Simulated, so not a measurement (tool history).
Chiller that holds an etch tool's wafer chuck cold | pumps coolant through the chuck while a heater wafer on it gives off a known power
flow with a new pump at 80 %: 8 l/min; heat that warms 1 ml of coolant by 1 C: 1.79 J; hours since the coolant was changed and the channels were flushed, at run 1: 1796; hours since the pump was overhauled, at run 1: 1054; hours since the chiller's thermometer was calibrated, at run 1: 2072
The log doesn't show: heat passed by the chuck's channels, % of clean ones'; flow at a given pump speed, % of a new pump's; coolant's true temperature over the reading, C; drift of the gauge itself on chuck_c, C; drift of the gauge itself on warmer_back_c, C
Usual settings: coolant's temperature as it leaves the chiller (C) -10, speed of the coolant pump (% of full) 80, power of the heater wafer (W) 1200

run     day  coolant's temperature as it leaves the chiller (C)  speed of the coolant pump (% of full)  power of the heater wafer (W)  hours since the coolant was changed and the channels were flushed  hours since the pump was overhauled  hours since the chiller's thermometer was calibrated  chuck's temperature once it has settled (C)  how much warmer the coolant comes back (C)
  1       0                                                 -10                                     80                           1200                                                               1796                                 1054                                                  2072                                         -0.8                                        5.04
  2   6.983                                                 -10                                     80                           1200                                                               1964                                 1222                                                  2239                                         -0.6                                        5.17
  3  10.408                                                 -10                                     80                           1200                                                               2046                                 1304                                                  2322                                         -0.5                                        5.15
  4  16.612                                                 -10                                     80                           1200                                                               2195                                 1453                                                  2470                                         -0.8                                         5.2
  5  24.038                                                 -10                                     80                           1200                                                               2373                                 1631                                                  2649                                         -0.7                                        5.14
  6  28.842                                                 -10                                     80                           1200                                                               2489                                 1746                                                  2764                                         -0.6                                        5.12
  7  32.146                                                 -10                                     80                           1200                                                               2568                                 1825                                                  2843                                         -0.7                                        5.09
  8  36.692                                                 -10                                     80                           1200                                                               2677                                 1935                                                  2952                                         -0.9                                        5.17
  9  42.138                                                 -10                                     80                           1200                                                               2808                                 2065                                                  3083                                         -0.8                                        5.11
 10  48.525                                                 -10                                     80                           1200                                                               2961                                 2219                                                  3236                                         -0.6                                        5.21

Forecast each of these 5 alternatives for the next run:
  A  52.788                                                 -10                                     80                           1495                                                               3063                                 2321                                                  3339                                            ?                                           ?
  B  52.788                                                 -10                                     96                           1517                                                               3063                                 2321                                                  3339                                            ?                                           ?
  C  52.788                                                 -10                                     83                           1155                                                               3063                                 2321                                                  3339                                            ?                                           ?
  D  52.788                                                 -11                                     80                           1200                                                               3063                                 2321                                                  3339                                            ?                                           ?
  E  52.788                                                 -10                                     60                           1673                                                               3063                                 2321                                                  3339                                            ?                                           ?

run  chuck's temperature once it has settled (C)  how much warmer the coolant comes back (C)
  A                                          1.8                                        6.46
  B                                          0.6                                        5.44
  C                                         -1.3                                        4.77
  D                                         -1.6                                        5.22
  E                                          6.2                                        9.59
Without the tool's hidden state the same runs would have given:
run  chuck's temperature once it has settled (C)  how much warmer the coolant comes back (C)
  A                                          1.5                                        6.28
  B                                          0.3                                        5.29
  C                                         -1.5                                        4.64
  D                                         -1.8                                        5.08
  E                                          5.7                                        9.32
